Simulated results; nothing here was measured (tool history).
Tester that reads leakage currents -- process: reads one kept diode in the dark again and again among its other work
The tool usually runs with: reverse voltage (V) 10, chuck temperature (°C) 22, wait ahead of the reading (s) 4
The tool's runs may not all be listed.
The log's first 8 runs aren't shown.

run	hour	reverse voltage (V)	chuck temperature (°C)	wait ahead of the reading (s)	hours of work since the probe card was cleaned	hours of work since the tester was calibrated	hours of work since the chuck was calibrated	current that the tester gives (pA)
9	221.5	8.6	22	4	515	616	54	18.88
10	267.2	3.5	22	4	551	652	90	11.19
11	299.9	10	22	4	577	678	116	20.58
12	343.4	7.4	22	4	611	712	150	17.24
13	390	10	22	2.15	647	748	186	20.95
14	415.3	5.4	22	4	667	768	206	14.32
15	462.3	5.4	22	4	703	805	243	14.27
16	496.6	5.4	22	4	730	831	269	14.34
17	526.4	5.4	22	4	754	855	293	14.37
18	576	1.4	49	6.52	792	893	331	43.59
19	600.2	12.5	48	0.87	811	912	350	145.92
20	628.9	3.9	22	1.03	834	935	373	12.34
21	672.3	3	39	3.36	868	969	407	35.04
22	708.3	3	39	3.36	896	997	435	34.71
23	732.1	3	34	4.43	914	1015	453	24.54
24	780.2	1.8	26	0.54	952	1053	491	10.76
# hour 809.2: chuck's temperature calibrated
25	814.4	5.8	26	8.99	977	1078	4	19.96
26	852.3	8.5	25	8.99	1007	1108	34	23.23
27	900.6	2.9	25	0.48	1044	1146	71	13.42
28	943.7	7.6	25	0.33	1078	1179	105	25.59
29	984.3	1.1	25	0.79	1110	1211	137	7.28
30	1035.6	1.1	24	1.31	1150	1251	177	6.69

Each row is a separate what-if for the run after 30, all from the same tool condition, not one after another. Results?
A	1063.5	8.7	22	4	1172	1273	199	?
B	1063.5	6	24	5.81	1172	1273	199	?
C	1063.5	4.6	58	4	1172	1273	199	?
D	1063.5	6.7	24	9.2	1172	1273	199	?

run	current that the tester gives (pA)
A	18.96
B	17.67
C	151.58
D	18.76
Had the tool no hidden state, the same runs would have come out as:
run	current that the tester gives (pA)
A	18.95
B	17.66
C	151.58
D	18.75
